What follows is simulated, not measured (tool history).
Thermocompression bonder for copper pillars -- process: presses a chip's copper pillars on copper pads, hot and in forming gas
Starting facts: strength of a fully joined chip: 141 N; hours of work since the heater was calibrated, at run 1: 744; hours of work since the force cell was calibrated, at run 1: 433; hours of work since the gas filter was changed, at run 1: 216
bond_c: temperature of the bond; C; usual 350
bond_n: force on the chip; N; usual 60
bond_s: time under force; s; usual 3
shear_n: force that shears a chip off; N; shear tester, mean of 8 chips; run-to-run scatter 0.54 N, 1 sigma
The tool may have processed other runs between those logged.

run,hour,bond_c,bond_n,bond_s,hours of work since the heater was calibrated,hours of work since the force cell was calibrated,hours of work since the gas filter was changed,shear_n
1,0,350,60,3,744,433,216,59.3
2,18.6,350,60,3,755,444,227,58.5
3,37.6,350,60,3,766,456,238,58.3
4,58.9,350,60,3,779,468,251,57.5
5,71.6,350,60,3,787,476,259,57.6
6,85.1,350,58,3,795,484,267,55.7
7,99.2,350,58,3,803,493,275,57.4
8,113.2,350,58,3,812,501,284,56.6
9,125.7,350,58,3,819,509,291,55.7
10,146.2,325,71,3,832,521,303,50.6
11,161.1,325,71,3,841,530,312,51.1
12,172,354,68,3,847,536,319,66
13,191.2,354,84,2,859,548,330,67.8
14,207.9,354,84,2,869,558,341,66.4
15,219.5,333,84,2,876,565,347,54.4
# hour 228.4: forming gas filter changed
16,230.8,333,84,2,882,571,1,59
17,243.7,333,84,2,890,579,9,58.1

4 options for the next run, each taken on its own from the tool as it stands now. Forecast them:
A,262.1,333,79,2,901,590,20,?
B,262.1,332,51,2,901,590,20,?
C,262.1,333,38,2,901,590,20,?
D,262.1,356,84,2,901,590,20,?

run,shear_n
A,55.3
B,36.8
C,27.9
D,72.6
Without the tool's unlogged condition, the same runs would have read:
run,shear_n
A,56.9
B,37.9
C,28.8
D,74.2
